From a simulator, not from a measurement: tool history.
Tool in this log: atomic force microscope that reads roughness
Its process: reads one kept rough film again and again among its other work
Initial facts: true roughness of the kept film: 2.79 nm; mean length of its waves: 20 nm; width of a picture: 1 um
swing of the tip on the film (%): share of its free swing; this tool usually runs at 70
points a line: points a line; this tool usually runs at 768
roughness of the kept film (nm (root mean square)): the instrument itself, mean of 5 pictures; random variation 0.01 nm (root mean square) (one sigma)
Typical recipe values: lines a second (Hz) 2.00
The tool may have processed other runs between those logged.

run,hour,lines a second (Hz),swing of the tip on the film (%),points a line,roughness of the kept film (nm (root mean square))
1,0.0,2.00,70,768,2.208
2,27.1,2.00,70,768,2.093
3,49.8,2.00,70,768,2.019
4,75.1,2.00,70,768,1.954
# hour 78.9: new tip fitted
5,108.2,2.00,70,768,2.181
6,149.3,2.00,70,768,2.054
# hour 178.7: new tip fitted
7,190.0,2.00,70,768,2.221
8,209.2,2.00,70,768,2.165
9,244.2,1.23,70,589,2.097
# hour 278.2: new tip fitted
10,281.8,1.11,71,310,2.271
11,312.9,1.11,71,310,2.161
12,332.8,0.75,70,740,2.176
13,355.0,2.12,72,261,1.921
# hour 378.3: new tip fitted
14,390.8,2.46,59,612,2.301
15,428.2,2.00,83,1017,1.995

Below are 5 alternative next runs, each starting from the tool's condition after run 15. Predict each:
A,449.0,2.74,70,417,?
B,449.0,0.53,79,278,?
C,449.0,1.96,78,279,?
D,449.0,2.00,70,528,?
E,449.0,2.00,65,425,?

run,roughness of the kept film (nm (root mean square))
A,1.989
B,2.081
C,1.940
D,2.061
E,2.063
Stripped of hidden state, with their random variation kept, the same runs would have yielded:
run,roughness of the kept film (nm (root mean square))
A,2.201
B,2.303
C,2.147
D,2.280
E,2.283
